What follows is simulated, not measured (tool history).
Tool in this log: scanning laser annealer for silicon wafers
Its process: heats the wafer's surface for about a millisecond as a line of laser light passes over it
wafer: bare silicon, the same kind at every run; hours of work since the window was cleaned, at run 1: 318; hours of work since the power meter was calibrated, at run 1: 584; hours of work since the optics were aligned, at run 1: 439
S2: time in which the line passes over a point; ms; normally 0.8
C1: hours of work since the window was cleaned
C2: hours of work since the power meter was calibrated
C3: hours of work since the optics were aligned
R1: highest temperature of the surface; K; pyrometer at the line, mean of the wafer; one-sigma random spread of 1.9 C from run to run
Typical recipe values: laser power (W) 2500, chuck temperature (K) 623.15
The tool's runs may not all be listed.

run 1 day=0 | laser_power_(W)=2500 S2=0.8 chuck_temperature_(K)=623.15 | C1=318 C2=584 C3=439 | R1=1361.15
run 2 day=1.012 | laser_power_(W)=2558 S2=0.8 chuck_temperature_(K)=623.15 | C1=329 C2=596 C3=450 | R1=1378.15
run 3 day=2.408 | laser_power_(W)=2558 S2=0.8 chuck_temperature_(K)=623.15 | C1=345 C2=612 C3=466 | R1=1381.15
run 4 day=3.496 | laser_power_(W)=2558 S2=0.8 chuck_temperature_(K)=623.15 | C1=357 C2=624 C3=478 | R1=1378.15
run 5 day=5.112 | laser_power_(W)=2558 S2=0.8 chuck_temperature_(K)=623.15 | C1=376 C2=642 C3=497 | R1=1376.15
-- day=5.975 window over the wafer cleaned
run 6 day=6.604 | laser_power_(W)=2558 S2=0.759 chuck_temperature_(K)=623.15 | C1=7 C2=658 C3=513 | R1=1380.15
run 7 day=7.542 | laser_power_(W)=2527 S2=0.8 chuck_temperature_(K)=623.15 | C1=18 C2=669 C3=524 | R1=1385.15
run 8 day=8.571 | laser_power_(W)=2527 S2=0.8 chuck_temperature_(K)=623.15 | C1=30 C2=681 C3=535 | R1=1390.15
run 9 day=9.729 | laser_power_(W)=2500 S2=0.8 chuck_temperature_(K)=623.15 | C1=43 C2=694 C3=548 | R1=1379.15
run 10 day=10.679 | laser_power_(W)=2500 S2=0.8 chuck_temperature_(K)=623.15 | C1=54 C2=705 C3=559 | R1=1380.15
run 11 day=11.933 | laser_power_(W)=2500 S2=0.8 chuck_temperature_(K)=623.15 | C1=68 C2=719 C3=574 | R1=1375.15
run 12 day=12.804 | laser_power_(W)=2500 S2=0.8 chuck_temperature_(K)=623.15 | C1=78 C2=729 C3=583 | R1=1374.15
run 13 day=14.229 | laser_power_(W)=2500 S2=0.8 chuck_temperature_(K)=623.15 | C1=94 C2=745 C3=600 | R1=1375.15
run 14 day=15.333 | laser_power_(W)=2500 S2=0.8 chuck_temperature_(K)=623.15 | C1=107 C2=758 C3=612 | R1=1372.15
run 15 day=16.504 | laser_power_(W)=2500 S2=0.8 chuck_temperature_(K)=623.15 | C1=120 C2=771 C3=626 | R1=1371.15
run 16 day=18.212 | laser_power_(W)=2409 S2=0.8 chuck_temperature_(K)=623.15 | C1=139 C2=791 C3=645 | R1=1344.15
run 17 day=19.45 | laser_power_(W)=2409 S2=0.8 chuck_temperature_(K)=623.15 | C1=153 C2=805 C3=659 | R1=1341.15
run 18 day=20.188 | laser_power_(W)=2409 S2=0.8 chuck_temperature_(K)=623.15 | C1=162 C2=813 C3=668 | R1=1344.15
run 19 day=21.038 | laser_power_(W)=2409 S2=0.8 chuck_temperature_(K)=623.15 | C1=171 C2=823 C3=677 | R1=1341.15
run 20 day=22.712 | laser_power_(W)=2409 S2=0.8 chuck_temperature_(K)=623.15 | C1=191 C2=842 C3=696 | R1=1339.15
run 21 day=23.533 | laser_power_(W)=2409 S2=0.8 chuck_temperature_(K)=623.15 | C1=200 C2=851 C3=706 | R1=1338.15
run 22 day=24.65 | laser_power_(W)=2409 S2=0.8 chuck_temperature_(K)=623.15 | C1=213 C2=864 C3=718 | R1=1336.15
run 23 day=26.167 | laser_power_(W)=2681 S2=0.84 chuck_temperature_(K)=621.15 | C1=230 C2=881 C3=736 | R1=1436.15
run 24 day=27.154 | laser_power_(W)=2681 S2=0.84 chuck_temperature_(K)=621.15 | C1=241 C2=892 C3=747 | R1=1434.15
run 25 day=28.054 | laser_power_(W)=2681 S2=0.654 chuck_temperature_(K)=648.15 | C1=251 C2=903 C3=757 | R1=1371.15
run 26 day=29.496 | laser_power_(W)=2500 S2=0.8 chuck_temperature_(K)=598.15 | C1=268 C2=919 C3=773 | R1=1340.15
run 27 day=30.738 | laser_power_(W)=2500 S2=0.8 chuck_temperature_(K)=598.15 | C1=282 C2=933 C3=788 | R1=1338.15
run 28 day=32.312 | laser_power_(W)=2500 S2=0.697 chuck_temperature_(K)=623.15 | C1=300 C2=951 C3=806 | R1=1312.15
run 29 day=33.058 | laser_power_(W)=2500 S2=0.697 chuck_temperature_(K)=623.15 | C1=308 C2=960 C3=814 | R1=1309.15
run 30 day=34.388 | laser_power_(W)=2624 S2=0.591 chuck_temperature_(K)=641.15 | C1=323 C2=975 C3=829 | R1=1304.15
run 31 day=35.725 | laser_power_(W)=2637 S2=0.662 chuck_temperature_(K)=623.15 | C1=339 C2=990 C3=844 | R1=1332.15
run 32 day=36.754 | laser_power_(W)=2417 S2=0.757 chuck_temperature_(K)=651.15 | C1=350 C2=1002 C3=856 | R1=1339.15
run 33 day=37.675 | laser_power_(W)=2307 S2=0.809 chuck_temperature_(K)=621.15 | C1=361 C2=1012 C3=867 | R1=1296.15
run 34 day=38.446 | laser_power_(W)=2649 S2=0.8 chuck_temperature_(K)=598.15 | C1=370 C2=1021 C3=875 | R1=1374.15
run 35 day=39.521 | laser_power_(W)=2575 S2=0.895 chuck_temperature_(K)=586.15 | C1=382 C2=1033 C3=888 | R1=1384.15
-- day=39.812 window over the wafer cleaned
run 36 day=40.504 | laser_power_(W)=2688 S2=0.841 chuck_temperature_(K)=653.15 | C1=8 C2=1043 C3=898 | R1=1485.15
run 37 day=42.138 | laser_power_(W)=2688 S2=0.841 chuck_temperature_(K)=653.15 | C1=26 C2=1062 C3=916 | R1=1483.15
run 38 day=43.504 | laser_power_(W)=2245 S2=0.647 chuck_temperature_(K)=639.15 | C1=42 C2=1078 C3=932 | R1=1244.15
run 39 day=44.258 | laser_power_(W)=2658 S2=0.798 chuck_temperature_(K)=584.15 | C1=51 C2=1086 C3=941 | R1=1384.15
run 40 day=45.308 | laser_power_(W)=2719 S2=0.867 chuck_temperature_(K)=584.15 | C1=63 C2=1098 C3=953 | R1=1433.15
run 41 day=46.671 | laser_power_(W)=2719 S2=0.867 chuck_temperature_(K)=584.15 | C1=78 C2=1114 C3=968 | R1=1434.15

Same runs, no hidden state in the tool, same run-to-run variation:
What the log doesn't record here: light that passes the window, % of a clean one's; laser's true power over the reading, %; width of the line over the set one, %; drift of the gauge itself on peak_c, C.
run=1 R1=1386.15
run=2 R1=1404.15
run=3 R1=1409.15
run=4 R1=1406.15
run=5 R1=1407.15
run=6 R1=1387.15
run=7 R1=1393.15
run=8 R1=1400.15
run=9 R1=1390.15
run=10 R1=1391.15
run=11 R1=1387.15
run=12 R1=1387.15
run=13 R1=1389.15
run=14 R1=1387.15
run=15 R1=1387.15
run=16 R1=1361.15
run=17 R1=1359.15
run=18 R1=1362.15
run=19 R1=1360.15
run=20 R1=1359.15
run=21 R1=1359.15
run=22 R1=1357.15
run=23 R1=1462.15
run=24 R1=1460.15
run=25 R1=1395.15
run=26 R1=1366.15
run=27 R1=1365.15
run=28 R1=1339.15
run=29 R1=1336.15
run=30 R1=1332.15
run=31 R1=1362.15
run=32 R1=1369.15
run=33 R1=1326.15
run=34 R1=1409.15
run=35 R1=1421.15
run=36 R1=1499.15
run=37 R1=1498.15
run=38 R1=1256.15
run=39 R1=1401.15
run=40 R1=1452.15
run=41 R1=1454.15
